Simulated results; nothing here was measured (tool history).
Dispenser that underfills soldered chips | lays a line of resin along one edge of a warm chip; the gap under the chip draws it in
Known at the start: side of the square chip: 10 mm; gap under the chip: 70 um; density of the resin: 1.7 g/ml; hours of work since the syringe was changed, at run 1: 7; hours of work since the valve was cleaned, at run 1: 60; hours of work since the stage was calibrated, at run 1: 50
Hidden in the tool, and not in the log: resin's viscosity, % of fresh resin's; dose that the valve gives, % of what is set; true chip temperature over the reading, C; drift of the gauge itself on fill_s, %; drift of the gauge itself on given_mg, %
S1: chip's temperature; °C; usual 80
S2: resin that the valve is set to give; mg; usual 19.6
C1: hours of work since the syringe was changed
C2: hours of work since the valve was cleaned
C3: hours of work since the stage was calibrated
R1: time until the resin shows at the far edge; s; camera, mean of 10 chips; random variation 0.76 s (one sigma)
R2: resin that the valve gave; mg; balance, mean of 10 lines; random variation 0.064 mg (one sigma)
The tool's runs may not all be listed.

| run | hour | S1 | S2 | C1 | C2 | C3 | R1 | R2 |
|---|---|---|---|---|---|---|---|---|
| 1 | 0 | 80 | 19.6 | 7 | 60 | 50 | 86.1 | 18.84 |
|  | 1.2 | new syringe of resin |
| 2 | 3.1 | 80 | 19.6 | 1 | 62 | 52 | 71.3 | 18.84 |
| 3 | 8.2 | 80 | 19.6 | 5 | 66 | 56 | 82.1 | 18.5 |
|  | 10.7 | new syringe of resin |
| 4 | 13.4 | 80 | 24.1 | 2 | 70 | 60 | 72 | 22.84 |
| 5 | 16.1 | 80 | 19.6 | 4 | 72 | 62 | 79.3 | 18.58 |
| 6 | 18.9 | 80 | 19.6 | 6 | 74 | 64 | 88 | 18.44 |
|  | 20.1 | new syringe of resin |
| 7 | 22.5 | 80 | 19.6 | 2 | 76 | 67 | 74.2 | 18.51 |
| 8 | 27.6 | 80 | 19.6 | 6 | 80 | 71 | 85.8 | 18.45 |
|  | 29.5 | new syringe of resin |
| 9 | 32.7 | 80 | 19.6 | 2 | 84 | 74 | 74.8 | 18.31 |
| 10 | 38 | 80 | 17.9 | 6 | 88 | 78 | 88.3 | 16.74 |
|  | 39 | new syringe of resin |
| 11 | 42.5 | 80 | 19.6 | 3 | 91 | 82 | 74.8 | 18.35 |
| 12 | 47.4 | 80 | 19.6 | 6 | 95 | 85 | 86.5 | 18.25 |
|  | 48.7 | new syringe of resin |
| 13 | 50.3 | 80 | 19.6 | 1 | 97 | 87 | 71.4 | 18.16 |
| 14 | 54.7 | 94 | 19.6 | 5 | 101 | 91 | 52.2 | 18.08 |
|  | 57.7 | dispensing valve cleaned and set on the balance |
|  | 59.3 | new syringe of resin |
| 15 | 59.3 | 94 | 23.6 | 0 | 1 | 93 | 43.6 | 23.63 |
| 16 | 62.4 | 94 | 23.6 | 2 | 3 | 96 | 47 | 23.7 |
| 17 | 67.6 | 94 | 23.6 | 6 | 7 | 100 | 53.2 | 23.54 |
|  | 68.7 | new syringe of resin |
| 18 | 73.2 | 94 | 23.6 | 3 | 11 | 104 | 47.8 | 23.57 |
| 19 | 76.5 | 66 | 23.6 | 6 | 14 | 106 | 136 | 23.34 |
|  | 78 | new syringe of resin |
| 20 | 81.9 | 81 | 20.8 | 3 | 18 | 110 | 71.6 | 20.6 |
| 21 | 84.5 | 82 | 25.2 | 5 | 20 | 112 | 73.9 | 24.97 |
|  | 87.7 | new syringe of resin |
| 22 | 89.7 | 82 | 22.4 | 2 | 24 | 116 | 66 | 22 |
| 23 | 92.3 | 82 | 19.6 | 4 | 26 | 118 | 71.8 | 19.26 |
|  | 97.2 | new syringe of resin |
| 24 | 98.2 | 82 | 19.6 | 1 | 30 | 122 | 64.6 | 19.2 |
| 25 | 102.7 | 89 | 21.3 | 4 | 33 | 126 | 58.6 | 20.84 |
|  | 106.6 | new syringe of resin |
| 26 | 107.9 | 72 | 17.6 | 1 | 37 | 129 | 93.3 | 17.09 |
| 27 | 111.6 | 66 | 17.6 | 4 | 40 | 132 | 128.5 | 17.09 |
|  | 116.1 | new syringe of resin |
| 28 | 117.4 | 74 | 17.2 | 1 | 44 | 136 | 88 | 16.78 |
| 29 | 122 | 86 | 18.1 | 5 | 48 | 140 | 66.7 | 17.51 |
|  | 125.7 | new syringe of resin |
| 30 | 127 | 90 | 19.2 | 1 | 51 | 144 | 51.6 | 18.53 |
| 31 | 131.9 | 88 | 24.3 | 5 | 55 | 147 | 61.6 | 23.32 |
|  | 135.3 | new syringe of resin |
| 32 | 137.4 | 83 | 19.6 | 2 | 59 | 151 | 65.4 | 18.72 |
| 33 | 140.9 | 83 | 19.6 | 4 | 62 | 154 | 72.2 | 18.74 |

Run 34 comes next. What will it give?
|  | 144.6 | new syringe of resin |
| 34 | 145.4 | 90 | 16.9 | 1 | 65 | 157 | ? | ? |

R1: 52.1 s
R2: 16.12 mg
Without the tool's hidden state the same run would have given R1 52.4 s, R2 16.91 mg.

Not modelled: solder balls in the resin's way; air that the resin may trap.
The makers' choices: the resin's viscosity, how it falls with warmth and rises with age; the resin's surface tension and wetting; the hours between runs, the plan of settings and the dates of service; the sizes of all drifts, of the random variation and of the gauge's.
